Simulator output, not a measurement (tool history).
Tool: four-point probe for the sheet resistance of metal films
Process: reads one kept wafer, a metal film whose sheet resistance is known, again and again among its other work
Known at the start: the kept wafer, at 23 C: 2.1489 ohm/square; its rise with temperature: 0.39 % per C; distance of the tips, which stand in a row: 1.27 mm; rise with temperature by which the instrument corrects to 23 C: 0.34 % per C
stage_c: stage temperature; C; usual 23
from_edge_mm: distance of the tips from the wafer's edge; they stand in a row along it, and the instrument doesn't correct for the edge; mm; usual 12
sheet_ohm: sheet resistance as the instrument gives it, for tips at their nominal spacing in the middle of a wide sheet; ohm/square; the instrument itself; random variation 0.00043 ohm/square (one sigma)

Run 1, day 0: usual settings. Result: sheet_ohm 2.168458 ohm/square.
Run 2, day 0.742: usual settings. Result: sheet_ohm 2.168827 ohm/square.
Run 3, day 1.342: usual settings. Result: sheet_ohm 2.168889 ohm/square.
Run 4, day 2.229: usual settings. Result: sheet_ohm 2.168476 ohm/square.
Run 5, day 3.104: usual settings. Result: sheet_ohm 2.167933 ohm/square.
Run 6, day 4.142: usual settings. Result: sheet_ohm 2.168446 ohm/square.
Run 7, day 4.967: usual settings. Result: sheet_ohm 2.168702 ohm/square.
Run 8, day 6.088: usual settings but stage_c 27 C. Result: sheet_ohm 2.173211 ohm/square.
Run 9, day 6.825: usual settings but stage_c 27 C. Result: sheet_ohm 2.17279 ohm/square.
Run 10, day 7.488: usual settings but stage_c 27 C. Result: sheet_ohm 2.172662 ohm/square.
Run 11, day 8.4: usual settings. Result: sheet_ohm 2.168193 ohm/square.
Run 12, day 9.217: usual settings. Result: sheet_ohm 2.168557 ohm/square.
Run 13, day 10.133: usual settings. Result: sheet_ohm 2.167881 ohm/square.
Run 14, day 11.146: usual settings but from_edge_mm 30 mm. Result: sheet_ohm 2.158231 ohm/square.
Run 15, day 12.271: usual settings but from_edge_mm 30 mm. Result: sheet_ohm 2.158315 ohm/square.
Run 16, day 13.3: usual settings but from_edge_mm 30 mm. Result: sheet_ohm 2.15692 ohm/square.
At day 13.4: stage's thermometer calibrated.
Run 17, day 13.996: usual settings but from_edge_mm 30 mm. Result: sheet_ohm 2.157793 ohm/square.
Run 18, day 14.625: usual settings but from_edge_mm 30 mm. Result: sheet_ohm 2.158927 ohm/square.
Run 19, day 15.533: usual settings but from_edge_mm 30 mm. Result: sheet_ohm 2.157938 ohm/square.
Run 20, day 16.367: usual settings but from_edge_mm 30 mm. Result: sheet_ohm 2.158161 ohm/square.
Run 21, day 17.371: usual settings but from_edge_mm 30 mm. Result: sheet_ohm 2.158695 ohm/square.
Run 22, day 18.358: usual settings. Result: sheet_ohm 2.169459 ohm/square.
At day 18.446: stage's thermometer calibrated, once more.
Run 23, day 19.212: usual settings but stage_c 19 C, from_edge_mm 60 mm. Result: sheet_ohm 2.145967 ohm/square.
Run 24, day 20.138: usual settings but stage_c 19 C, from_edge_mm 60 mm. Result: sheet_ohm 2.14618 ohm/square.
Run 25, day 20.733: usual settings but stage_c 19 C, from_edge_mm 39 mm. Result: sheet_ohm 2.147484 ohm/square.
Run 26, day 21.496: usual settings but stage_c 30 C, from_edge_mm 50 mm. Result: sheet_ohm 2.158868 ohm/square.
Run 27, day 22.083: usual settings but stage_c 19 C, from_edge_mm 58 mm. Result: sheet_ohm 2.146775 ohm/square.
Run 28, day 22.708: usual settings but stage_c 19 C, from_edge_mm 58 mm. Result: sheet_ohm 2.146359 ohm/square.
Run 29, day 23.388: usual settings but stage_c 34 C, from_edge_mm 4 mm. Result: sheet_ohm 2.273695 ohm/square.
Run 30, day 24.171: usual settings but stage_c 34 C, from_edge_mm 4 mm. Result: sheet_ohm 2.272739 ohm/square.
Run 31, day 24.738: usual settings but stage_c 34 C, from_edge_mm 4 mm. Result: sheet_ohm 2.273352 ohm/square.
Run 32, day 25.846: usual settings but stage_c 34 C, from_edge_mm 4 mm. Result: sheet_ohm 2.273035 ohm/square.
Run 33, day 26.733: usual settings but stage_c 31 C, from_edge_mm 39 mm. Result: sheet_ohm 2.160015 ohm/square.
Run 34, day 27.267: usual settings but stage_c 31 C, from_edge_mm 39 mm. Result: sheet_ohm 2.160024 ohm/square.
Run 35, day 28.038: usual settings but stage_c 28 C, from_edge_mm 22 mm. Result: sheet_ohm 2.159047 ohm/square.
Run 36, day 29.104: usual settings but stage_c 28 C, from_edge_mm 14 mm. Result: sheet_ohm 2.165477 ohm/square.
Run 37, day 30.067: usual settings but stage_c 34 C, from_edge_mm 41 mm. Result: sheet_ohm 2.163724 ohm/square.
Run 38, day 30.625: usual settings but stage_c 34 C, from_edge_mm 41 mm. Result: sheet_ohm 2.163047 ohm/square.
Run 39, day 31.125: usual settings but stage_c 34 C, from_edge_mm 41 mm. Result: sheet_ohm 2.163662 ohm/square.
Run 40, day 31.883: usual settings but stage_c 28 C, from_edge_mm 7 mm. Result: sheet_ohm 2.193434 ohm/square.
Run 41, day 32.6: usual settings but stage_c 27 C, from_edge_mm 4 mm. Result: sheet_ohm 2.264963 ohm/square.
Run 42, day 33.271: usual settings but stage_c 22 C, from_edge_mm 19 mm. Result: sheet_ohm 2.154343 ohm/square.
Run 43, day 34.15: usual settings but from_edge_mm 3 mm. Result: sheet_ohm 2.338627 ohm/square.
Run 44, day 35.042: usual settings but stage_c 19 C, from_edge_mm 5 mm. Result: sheet_ohm 2.218185 ohm/square.

3 ways to go on from here, each from the tool as it stands after run 44. What would each give?
Run A, day 35.817: usual settings but stage_c 26 C, from_edge_mm 4 mm. Result: sheet_ohm ?.
Run B, day 35.817: usual settings but stage_c 21 C, from_edge_mm 5 mm. Result: sheet_ohm ?.
Run C, day 35.817: usual settings but stage_c 26 C, from_edge_mm 6 mm. Result: sheet_ohm ?.

run  sheet_ohm
  A   2.264159
  B   2.219814
  C   2.203915
Without the tool's hidden state the same runs would have given:
run  sheet_ohm
  A   2.262906
  B   2.218578
  C   2.202693
